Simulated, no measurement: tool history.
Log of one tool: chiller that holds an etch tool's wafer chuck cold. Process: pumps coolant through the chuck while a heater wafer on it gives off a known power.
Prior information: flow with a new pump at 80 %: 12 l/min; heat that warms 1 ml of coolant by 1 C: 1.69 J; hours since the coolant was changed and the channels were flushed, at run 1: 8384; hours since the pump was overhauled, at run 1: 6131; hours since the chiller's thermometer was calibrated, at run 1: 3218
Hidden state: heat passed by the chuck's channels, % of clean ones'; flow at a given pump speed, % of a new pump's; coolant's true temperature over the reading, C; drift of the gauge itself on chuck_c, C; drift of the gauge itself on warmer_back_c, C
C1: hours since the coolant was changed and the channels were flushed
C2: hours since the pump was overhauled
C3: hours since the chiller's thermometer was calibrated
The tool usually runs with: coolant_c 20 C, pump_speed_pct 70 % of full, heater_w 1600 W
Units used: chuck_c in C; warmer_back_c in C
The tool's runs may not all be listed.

{"run": 1, "hour": 0.0, "coolant_c": 20, "pump_speed_pct": 70, "heater_w": 1600, "C1": 8384, "C2": 6131, "C3": 3218, "chuck_c": 38.0, "warmer_back_c": 5.76}
{"run": 2, "hour": 131.4, "coolant_c": 20, "pump_speed_pct": 70, "heater_w": 1600, "C1": 8515, "C2": 6263, "C3": 3349, "chuck_c": 38.1, "warmer_back_c": 5.71}
{"run": 3, "hour": 246.3, "coolant_c": 20, "pump_speed_pct": 70, "heater_w": 1600, "C1": 8630, "C2": 6378, "C3": 3464, "chuck_c": 38.0, "warmer_back_c": 5.83}
{"run": 4, "hour": 390.6, "coolant_c": 20, "pump_speed_pct": 70, "heater_w": 1600, "C1": 8774, "C2": 6522, "C3": 3608, "chuck_c": 38.2, "warmer_back_c": 5.78}
{"run": 5, "hour": 504.1, "coolant_c": 20, "pump_speed_pct": 70, "heater_w": 1600, "C1": 8888, "C2": 6635, "C3": 3722, "chuck_c": 38.3, "warmer_back_c": 5.87}
{"run": 6, "hour": 624.9, "coolant_c": 20, "pump_speed_pct": 70, "heater_w": 1456, "C1": 9009, "C2": 6756, "C3": 3843, "chuck_c": 36.7, "warmer_back_c": 5.21}
{"run": 7, "hour": 723.6, "coolant_c": 20, "pump_speed_pct": 70, "heater_w": 1456, "C1": 9107, "C2": 6855, "C3": 3941, "chuck_c": 36.7, "warmer_back_c": 5.26}
{"run": 8, "hour": 862.8, "coolant_c": 20, "pump_speed_pct": 70, "heater_w": 1456, "C1": 9246, "C2": 6994, "C3": 4080, "chuck_c": 36.8, "warmer_back_c": 5.35}
{"run": 9, "hour": 1001.3, "coolant_c": 20, "pump_speed_pct": 70, "heater_w": 1456, "C1": 9385, "C2": 7133, "C3": 4219, "chuck_c": 37.0, "warmer_back_c": 5.33}
{"run": 10, "hour": 1097.6, "coolant_c": 20, "pump_speed_pct": 61, "heater_w": 1456, "C1": 9481, "C2": 7229, "C3": 4315, "chuck_c": 38.5, "warmer_back_c": 6.11}
{"hour": 1206.1, "done": "coolant changed, channels flushed"}
{"run": 11, "hour": 1229.4, "coolant_c": 28, "pump_speed_pct": 74, "heater_w": 1036, "C1": 23, "C2": 7355, "C3": 4441, "chuck_c": 37.0, "warmer_back_c": 3.59}
{"run": 12, "hour": 1321.5, "coolant_c": 12, "pump_speed_pct": 70, "heater_w": 1600, "C1": 115, "C2": 7447, "C3": 4533, "chuck_c": 27.0, "warmer_back_c": 5.83}
{"run": 13, "hour": 1475.0, "coolant_c": 12, "pump_speed_pct": 77, "heater_w": 2183, "C1": 269, "C2": 7600, "C3": 4687, "chuck_c": 31.3, "warmer_back_c": 7.23}
{"run": 14, "hour": 1608.6, "coolant_c": 27, "pump_speed_pct": 85, "heater_w": 1010, "C1": 403, "C2": 7734, "C3": 4820, "chuck_c": 35.1, "warmer_back_c": 3.0}
{"hour": 1673.5, "done": "chiller's thermometer calibrated"}
{"run": 15, "hour": 1715.4, "coolant_c": 12, "pump_speed_pct": 85, "heater_w": 2302, "C1": 508, "C2": 7840, "C3": 42, "chuck_c": 31.9, "warmer_back_c": 6.86}
{"run": 16, "hour": 1860.2, "coolant_c": 12, "pump_speed_pct": 92, "heater_w": 815, "C1": 653, "C2": 7985, "C3": 187, "chuck_c": 18.6, "warmer_back_c": 2.31}
{"run": 17, "hour": 1995.9, "coolant_c": 20, "pump_speed_pct": 73, "heater_w": 1600, "C1": 789, "C2": 8120, "C3": 322, "chuck_c": 35.0, "warmer_back_c": 5.65}
{"run": 18, "hour": 2128.6, "coolant_c": 11, "pump_speed_pct": 70, "heater_w": 1683, "C1": 922, "C2": 8253, "C3": 455, "chuck_c": 27.6, "warmer_back_c": 6.18}
{"run": 19, "hour": 2255.5, "coolant_c": 19, "pump_speed_pct": 78, "heater_w": 1683, "C1": 1048, "C2": 8380, "C3": 582, "chuck_c": 34.5, "warmer_back_c": 5.54}
{"run": 20, "hour": 2338.8, "coolant_c": 25, "pump_speed_pct": 70, "heater_w": 1128, "C1": 1132, "C2": 8463, "C3": 665, "chuck_c": 36.3, "warmer_back_c": 4.2}

Here are 5 independent what-if runs from the current tool condition. What would each one return?
{"run": "A", "hour": 2460.4, "coolant_c": 14, "pump_speed_pct": 73, "heater_w": 1877, "C1": 1253, "C2": 8585, "C3": 787, "chuck_c": "?", "warmer_back_c": "?"}
{"run": "B", "hour": 2460.4, "coolant_c": 18, "pump_speed_pct": 60, "heater_w": 1128, "C1": 1253, "C2": 8585, "C3": 787, "chuck_c": "?", "warmer_back_c": "?"}
{"run": "C", "hour": 2460.4, "coolant_c": 11, "pump_speed_pct": 72, "heater_w": 1798, "C1": 1253, "C2": 8585, "C3": 787, "chuck_c": "?", "warmer_back_c": "?"}
{"run": "D", "hour": 2460.4, "coolant_c": 20, "pump_speed_pct": 70, "heater_w": 1408, "C1": 1253, "C2": 8585, "C3": 787, "chuck_c": "?", "warmer_back_c": "?"}
{"run": "E", "hour": 2460.4, "coolant_c": 20, "pump_speed_pct": 70, "heater_w": 1758, "C1": 1253, "C2": 8585, "C3": 787, "chuck_c": "?", "warmer_back_c": "?"}

run=A chuck_c=32.1 warmer_back_c=6.67
run=B chuck_c=30.5 warmer_back_c=4.98
run=C chuck_c=28.5 warmer_back_c=6.45
run=D chuck_c=33.9 warmer_back_c=5.21
run=E chuck_c=37.4 warmer_back_c=6.56
Had the tool no hidden state, the same runs would have come out as:
run=A chuck_c=30.5 warmer_back_c=6.12
run=B chuck_c=29.4 warmer_back_c=4.57
run=C chuck_c=27.0 warmer_back_c=5.92
run=D chuck_c=32.7 warmer_back_c=4.78
run=E chuck_c=35.9 warmer_back_c=6.02
